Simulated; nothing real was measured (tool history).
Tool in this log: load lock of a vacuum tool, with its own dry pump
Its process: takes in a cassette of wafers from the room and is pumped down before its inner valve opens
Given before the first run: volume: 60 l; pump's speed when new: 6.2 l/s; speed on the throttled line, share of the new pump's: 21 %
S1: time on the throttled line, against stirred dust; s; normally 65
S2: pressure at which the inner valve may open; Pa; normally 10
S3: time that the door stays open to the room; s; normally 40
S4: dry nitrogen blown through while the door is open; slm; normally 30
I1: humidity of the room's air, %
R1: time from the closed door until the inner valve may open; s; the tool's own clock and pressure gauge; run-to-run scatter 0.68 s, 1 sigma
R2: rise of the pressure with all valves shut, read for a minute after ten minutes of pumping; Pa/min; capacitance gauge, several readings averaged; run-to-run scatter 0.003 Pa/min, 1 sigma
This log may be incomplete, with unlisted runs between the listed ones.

run 1 hour=0.0 | S1=65 S2=10 S3=40 S4=30 | I1=44.2 | R1=146.4 R2=0.038
run 2 hour=133.3 | S1=65 S2=10 S3=40 S4=30 | I1=41.7 | R1=145.9 R2=0.038
run 3 hour=244.8 | S1=65 S2=10 S3=40 S4=30 | I1=47.6 | R1=146.5 R2=0.044
run 4 hour=354.0 | S1=65 S2=10 S3=40 S4=30 | I1=46.3 | R1=147.0 R2=0.040
run 5 hour=478.8 | S1=65 S2=10 S3=40 S4=30 | I1=43.4 | R1=145.7 R2=0.046
run 6 hour=611.3 | S1=126 S2=10 S3=40 S4=30 | I1=42.6 | R1=193.6 R2=0.049
run 7 hour=718.1 | S1=126 S2=10 S3=40 S4=30 | I1=40.4 | R1=194.6 R2=0.040
run 8 hour=834.8 | S1=126 S2=10 S3=40 S4=30 | I1=44.4 | R1=193.7 R2=0.045
run 9 hour=1020.2 | S1=65 S2=10 S3=40 S4=5 | I1=44.8 | R1=148.0 R2=0.067
run 10 hour=1163.2 | S1=65 S2=10 S3=40 S4=30 | I1=44.5 | R1=148.0 R2=0.046
run 11 hour=1249.3 | S1=48 S2=10 S3=40 S4=30 | I1=46.9 | R1=134.3 R2=0.048
run 12 hour=1414.9 | S1=65 S2=10 S3=40 S4=30 | I1=44.6 | R1=149.2 R2=0.050
run 13 hour=1556.1 | S1=65 S2=10 S3=40 S4=30 | I1=40.7 | R1=148.0 R2=0.051
run 14 hour=1702.1 | S1=65 S2=10 S3=40 S4=30 | I1=45.7 | R1=148.8 R2=0.053
run 15 hour=1886.3 | S1=65 S2=10 S3=40 S4=18 | I1=44.5 | R1=147.5 R2=0.063
run 16 hour=2042.3 | S1=65 S2=10 S3=26 S4=18 | I1=43.8 | R1=149.2 R2=0.059
run 17 hour=2145.9 | S1=65 S2=10 S3=26 S4=18 | I1=46.1 | R1=147.9 R2=0.060
run 18 hour=2238.0 | S1=65 S2=10 S3=26 S4=18 | I1=45.8 | R1=149.5 R2=0.061
run 19 hour=2412.3 | S1=65 S2=8 S3=61 S4=9 | I1=43.3 | R1=151.7 R2=0.080
run 20 hour=2557.2 | S1=44 S2=10 S3=40 S4=30 | I1=45.4 | R1=133.3 R2=0.067
run 21 hour=2666.2 | S1=44 S2=10 S3=40 S4=30 | I1=45.9 | R1=133.2 R2=0.064
run 22 hour=2848.0 | S1=36 S2=13 S3=40 S4=30 | I1=44.8 | R1=125.1 R2=0.068
run 23 hour=2943.7 | S1=36 S2=8 S3=36 S4=10 | I1=45.0 | R1=130.4 R2=0.086
run 24 hour=3057.8 | S1=32 S2=16 S3=40 S4=5 | I1=46.5 | R1=119.8 R2=0.087
run 25 hour=3143.3 | S1=67 S2=10 S3=40 S4=13 | I1=44.7 | R1=151.7 R2=0.079
run 26 hour=3238.9 | S1=65 S2=18 S3=101 S4=30 | I1=46.3 | R1=143.4 R2=0.085
run 27 hour=3316.7 | S1=65 S2=18 S3=38 S4=11 | I1=43.9 | R1=145.2 R2=0.084
run 28 hour=3449.8 | S1=65 S2=18 S3=38 S4=11 | I1=44.6 | R1=144.2 R2=0.084
run 29 hour=3533.3 | S1=65 S2=18 S3=38 S4=11 | I1=47.7 | R1=144.0 R2=0.090
run 30 hour=3702.9 | S1=123 S2=10 S3=40 S4=33 | I1=46.2 | R1=194.4 R2=0.077
run 31 hour=3876.5 | S1=65 S2=9 S3=40 S4=30 | I1=47.2 | R1=152.4 R2=0.084
run 32 hour=4014.4 | S1=46 S2=12 S3=40 S4=9 | I1=47.5 | R1=135.6 R2=0.096
run 33 hour=4182.7 | S1=66 S2=10 S3=40 S4=30 | I1=45.2 | R1=154.7 R2=0.088
run 34 hour=4264.9 | S1=104 S2=10 S3=40 S4=42 | I1=46.1 | R1=181.9 R2=0.085
run 35 hour=4433.7 | S1=65 S2=10 S3=40 S4=11 | I1=42.9 | R1=151.8 R2=0.100
run 36 hour=4515.6 | S1=65 S2=10 S3=40 S4=11 | I1=41.1 | R1=151.6 R2=0.105

How would selected steps in R1 from run to run divide? Give the signed amount a tool lacking its hidden state would still show from settings, what came in and random variation, and the signed amount left for the hidden state, including any gauge scatter that is not in both of the compared results.
Hidden state present: pump's speed, % of a new pump's; leak at the door's seal, Pa l/s; drift of the gauge itself on ready_s, %; drift of the gauge itself on rise_pa_min, %.
Run 5 -> 6: S1 65 -> 126. R1 +47.9 s: hidden state -0.9, all else +48.8.
Run 8 -> 9: S1 126 -> 65, S4 30 -> 5. R1 -45.7 s: hidden state +1.4, all else -47.1.
Run 29 -> 30: S1 65 -> 123, S2 18 -> 10, S3 38 -> 40, S4 11 -> 33. R1 +50.4 s: hidden state -0.7, all else +51.1.
Run 30 -> 31: S1 123 -> 65, S2 10 -> 9, S4 33 -> 30. R1 -42.0 s: hidden state +2.3, all else -44.3.
Run 34 -> 35: S1 104 -> 65, S4 42 -> 11. R1 -30.1 s: hidden state +1.2, all else -31.3.
